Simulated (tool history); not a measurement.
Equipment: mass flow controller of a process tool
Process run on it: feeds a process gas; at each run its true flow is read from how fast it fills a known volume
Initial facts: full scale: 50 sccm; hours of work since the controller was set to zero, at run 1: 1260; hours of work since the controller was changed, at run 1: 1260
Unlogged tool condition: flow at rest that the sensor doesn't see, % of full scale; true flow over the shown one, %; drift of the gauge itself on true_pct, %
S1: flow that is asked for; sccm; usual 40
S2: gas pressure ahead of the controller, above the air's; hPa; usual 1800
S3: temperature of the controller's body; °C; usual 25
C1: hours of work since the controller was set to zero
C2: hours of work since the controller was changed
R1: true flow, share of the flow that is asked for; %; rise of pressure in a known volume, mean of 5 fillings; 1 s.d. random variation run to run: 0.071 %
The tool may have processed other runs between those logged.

run,day,S1,S2,S3,C1,C2,R1
1,0.000,40,1800,25,1260,1260,99.48
2,5.429,40,1800,25,1361,1361,99.65
3,11.525,40,1800,31,1476,1476,99.99
4,17.138,40,1800,31,1581,1581,100.13
5,25.000,40,1800,25,1729,1729,99.70
6,33.417,7,1800,25,1886,1886,98.57
7,41.579,40,1800,24,2040,2040,99.91
8,46.796,40,2500,25,2137,2137,100.23
9,50.567,40,2500,25,2208,2208,100.17
10,59.054,40,2500,25,2367,2367,100.42
11,64.038,40,2500,25,2461,2461,100.57
12,70.154,40,2500,25,2576,2576,100.44
13,78.604,8,1800,31,2734,2734,99.28
14,84.738,36,1520,25,2849,2849,99.71
15,91.717,36,1520,25,2980,2980,99.87
16,100.825,36,1520,25,3151,3151,99.97
17,110.112,40,1680,31,3325,3325,100.72
# day 111.004: gauge calibrated
18,118.067,40,1680,31,3474,3474,100.05
19,123.442,30,1410,25,3575,3575,98.91
20,132.208,40,1800,37,3740,3740,100.57
21,140.483,12,1800,21,3895,3895,98.38
22,148.962,12,1800,21,4054,4054,98.46
23,156.125,12,1800,21,4188,4188,98.62
24,162.279,13,2580,29,4304,4304,99.60

Alternative continuations, all from the tool just after run 24; predict every row:
A,170.638,15,2540,29,4461,4461,?
B,170.638,40,2640,30,4461,4461,?
C,170.638,48,1500,29,4461,4461,?
D,170.638,40,1800,35,4461,4461,?

run,R1
A,99.74
B,100.74
C,100.44
D,100.70
With no hidden state in the tool, these same runs would have given:
run,R1
A,99.31
B,100.29
C,100.00
D,100.25
